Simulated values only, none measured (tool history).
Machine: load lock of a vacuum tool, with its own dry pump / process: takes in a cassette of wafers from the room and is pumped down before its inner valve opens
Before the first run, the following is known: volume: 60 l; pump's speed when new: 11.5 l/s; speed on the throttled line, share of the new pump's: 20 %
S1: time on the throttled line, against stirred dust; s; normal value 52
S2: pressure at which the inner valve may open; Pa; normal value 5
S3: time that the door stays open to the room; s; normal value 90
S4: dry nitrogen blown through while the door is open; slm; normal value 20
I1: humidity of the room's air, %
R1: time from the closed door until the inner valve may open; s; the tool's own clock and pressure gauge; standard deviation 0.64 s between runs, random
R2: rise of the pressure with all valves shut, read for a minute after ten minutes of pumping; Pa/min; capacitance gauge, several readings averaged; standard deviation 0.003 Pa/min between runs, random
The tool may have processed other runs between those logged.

run	hour	S1	S2	S3	S4	I1	R1	R2
1	0	52	5	90	20	45.9	102	0.04
2	92.6	52	5	90	20	43.9	103.2	0.045
3	176.3	52	5	90	20	45	102.5	0.044
4	233.2	52	6	90	20	43.5	102	0.046
5	304.2	52	5	90	20	43.4	103.2	0.051
6	388.5	52	5	90	20	46.2	103	0.053
7	449.9	52	5	90	20	45.4	103.3	0.05
8	532.9	52	5	90	20	44.8	104.3	0.056
9	599.8	52	5	90	17	45.8	103.2	0.049
10	665.8	52	5	84	20	42	101.8	0.052
11	753.6	52	5	91	20	46.3	103.4	0.053
12	829.8	52	5	91	20	44.9	103.2	0.059
13	918.6	52	5	91	20	43.6	102.6	0.051
14	1006.4	65	5	90	21	42.9	113.7	0.056
15	1059.8	45	5	90	29	46.4	98.8	0.057

Run 16, settings as shown, results not yet in. Your forecast:
16	1148	72	4	31	42	47.6	?	?

R1: 119.4 s
R2: 0.052 Pa/min
If the tool had no hidden condition, the same run with the same run-to-run variation would have returned R1 110.5 s, R2 0.012 Pa/min.
